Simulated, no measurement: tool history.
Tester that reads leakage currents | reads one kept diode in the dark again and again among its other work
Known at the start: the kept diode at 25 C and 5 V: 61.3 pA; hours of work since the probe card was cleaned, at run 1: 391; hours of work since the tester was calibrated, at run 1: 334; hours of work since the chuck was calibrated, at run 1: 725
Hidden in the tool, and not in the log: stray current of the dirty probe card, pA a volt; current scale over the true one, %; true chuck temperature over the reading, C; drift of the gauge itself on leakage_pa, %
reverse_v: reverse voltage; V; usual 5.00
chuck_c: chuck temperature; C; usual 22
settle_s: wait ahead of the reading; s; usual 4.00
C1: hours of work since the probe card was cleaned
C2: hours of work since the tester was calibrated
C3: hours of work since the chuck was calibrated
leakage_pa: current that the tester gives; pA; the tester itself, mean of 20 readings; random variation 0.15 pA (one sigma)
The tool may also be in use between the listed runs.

{"run": 1, "hour": 0.0, "reverse_v": 5.0, "chuck_c": 22, "settle_s": 4.0, "C1": 391, "C2": 334, "C3": 725, "leakage_pa": 55.32}
{"run": 2, "hour": 47.9, "reverse_v": 5.0, "chuck_c": 22, "settle_s": 0.58, "C1": 416, "C2": 360, "C3": 750, "leakage_pa": 57.22}
{"hour": 105.2, "done": "chuck's temperature calibrated"}
{"run": 3, "hour": 126.6, "reverse_v": 5.0, "chuck_c": 22, "settle_s": 0.58, "C1": 457, "C2": 401, "C3": 11, "leakage_pa": 54.83}
{"run": 4, "hour": 224.7, "reverse_v": 5.0, "chuck_c": 22, "settle_s": 4.0, "C1": 510, "C2": 454, "C3": 64, "leakage_pa": 53.9}
{"run": 5, "hour": 329.6, "reverse_v": 5.0, "chuck_c": 22, "settle_s": 4.0, "C1": 566, "C2": 510, "C3": 120, "leakage_pa": 54.79}
{"run": 6, "hour": 415.8, "reverse_v": 5.0, "chuck_c": 22, "settle_s": 4.0, "C1": 613, "C2": 556, "C3": 167, "leakage_pa": 55.52}
{"run": 7, "hour": 525.7, "reverse_v": 1.83, "chuck_c": 22, "settle_s": 4.0, "C1": 672, "C2": 615, "C3": 226, "leakage_pa": 38.19}
{"run": 8, "hour": 600.8, "reverse_v": 1.83, "chuck_c": 22, "settle_s": 4.0, "C1": 712, "C2": 656, "C3": 266, "leakage_pa": 38.81}
{"run": 9, "hour": 697.6, "reverse_v": 1.83, "chuck_c": 22, "settle_s": 4.0, "C1": 764, "C2": 708, "C3": 318, "leakage_pa": 39.04}
{"run": 10, "hour": 758.1, "reverse_v": 14.76, "chuck_c": 22, "settle_s": 4.0, "C1": 796, "C2": 740, "C3": 350, "leakage_pa": 96.0}
{"run": 11, "hour": 847.6, "reverse_v": 5.0, "chuck_c": 22, "settle_s": 4.0, "C1": 845, "C2": 788, "C3": 399, "leakage_pa": 59.29}
{"run": 12, "hour": 908.9, "reverse_v": 5.0, "chuck_c": 22, "settle_s": 4.0, "C1": 877, "C2": 821, "C3": 431, "leakage_pa": 59.6}
{"run": 13, "hour": 974.4, "reverse_v": 3.33, "chuck_c": 22, "settle_s": 4.0, "C1": 913, "C2": 856, "C3": 467, "leakage_pa": 50.9}
{"hour": 986.0, "done": "probe card cleaned and baked"}
{"run": 14, "hour": 1064.2, "reverse_v": 1.74, "chuck_c": 22, "settle_s": 4.0, "C1": 42, "C2": 903, "C3": 513, "leakage_pa": 40.5}
{"run": 15, "hour": 1170.3, "reverse_v": 5.0, "chuck_c": 22, "settle_s": 4.0, "C1": 99, "C2": 960, "C3": 570, "leakage_pa": 64.21}
{"run": 16, "hour": 1270.2, "reverse_v": 5.0, "chuck_c": 22, "settle_s": 4.0, "C1": 153, "C2": 1013, "C3": 624, "leakage_pa": 64.72}
{"run": 17, "hour": 1342.0, "reverse_v": 8.69, "chuck_c": 22, "settle_s": 0.46, "C1": 191, "C2": 1052, "C3": 662, "leakage_pa": 88.75}
{"run": 18, "hour": 1404.2, "reverse_v": 2.98, "chuck_c": 33, "settle_s": 0.99, "C1": 224, "C2": 1085, "C3": 696, "leakage_pa": 117.86}
{"run": 19, "hour": 1508.9, "reverse_v": 7.72, "chuck_c": 48, "settle_s": 4.42, "C1": 281, "C2": 1142, "C3": 752, "leakage_pa": 479.65}
{"hour": 1567.1, "done": "chuck's temperature calibrated"}
{"run": 20, "hour": 1585.3, "reverse_v": 7.72, "chuck_c": 40, "settle_s": 4.42, "C1": 321, "C2": 1181, "C3": 10, "leakage_pa": 257.81}
{"hour": 1649.1, "done": "probe card cleaned and baked, once more"}
{"run": 21, "hour": 1691.5, "reverse_v": 7.72, "chuck_c": 37, "settle_s": 9.99, "C1": 23, "C2": 1237, "C3": 65, "leakage_pa": 187.66}
{"run": 22, "hour": 1789.9, "reverse_v": 7.72, "chuck_c": 37, "settle_s": 9.99, "C1": 76, "C2": 1290, "C3": 118, "leakage_pa": 189.13}
{"run": 23, "hour": 1884.7, "reverse_v": 7.72, "chuck_c": 37, "settle_s": 9.99, "C1": 126, "C2": 1341, "C3": 169, "leakage_pa": 191.48}
{"run": 24, "hour": 1964.7, "reverse_v": 15.04, "chuck_c": 30, "settle_s": 1.44, "C1": 169, "C2": 1384, "C3": 212, "leakage_pa": 142.48}
{"run": 25, "hour": 2030.0, "reverse_v": 1.01, "chuck_c": 47, "settle_s": 0.43, "C1": 205, "C2": 1419, "C3": 247, "leakage_pa": 213.09}
{"run": 26, "hour": 2082.9, "reverse_v": 10.01, "chuck_c": 22, "settle_s": 9.36, "C1": 233, "C2": 1447, "C3": 275, "leakage_pa": 66.13}
{"run": 27, "hour": 2138.2, "reverse_v": 10.01, "chuck_c": 22, "settle_s": 2.83, "C1": 263, "C2": 1477, "C3": 305, "leakage_pa": 67.23}
{"run": 28, "hour": 2208.7, "reverse_v": 3.75, "chuck_c": 23, "settle_s": 0.58, "C1": 300, "C2": 1515, "C3": 343, "leakage_pa": 52.25}
{"run": 29, "hour": 2275.7, "reverse_v": 3.75, "chuck_c": 44, "settle_s": 0.59, "C1": 336, "C2": 1551, "C3": 379, "leakage_pa": 265.12}

Measured less the same run without the tool's hidden state. The same run-to-run variation is in both; the gauge's scatter may not be:
run=1 leakage_pa=+7.59
run=2 leakage_pa=+8.00
run=3 leakage_pa=+5.41
run=4 leakage_pa=+6.24
run=5 leakage_pa=+7.09
run=6 leakage_pa=+7.81
run=7 leakage_pa=+3.75
run=8 leakage_pa=+4.10
run=9 leakage_pa=+4.48
run=10 leakage_pa=+28.06
run=11 leakage_pa=+11.46
run=12 leakage_pa=+11.90
run=13 leakage_pa=+8.92
run=14 leakage_pa=+6.49
run=15 leakage_pa=+16.32
run=16 leakage_pa=+17.06
run=17 leakage_pa=+28.63
run=18 leakage_pa=+16.64
run=19 leakage_pa=+56.14
run=20 leakage_pa=+24.01
run=21 leakage_pa=+1.86
run=22 leakage_pa=+3.68
run=23 leakage_pa=+5.39
run=24 leakage_pa=+8.42
run=25 leakage_pa=+5.53
run=26 leakage_pa=+6.68
run=27 leakage_pa=+7.42
run=28 leakage_pa=+4.10
run=29 leakage_pa=+12.09
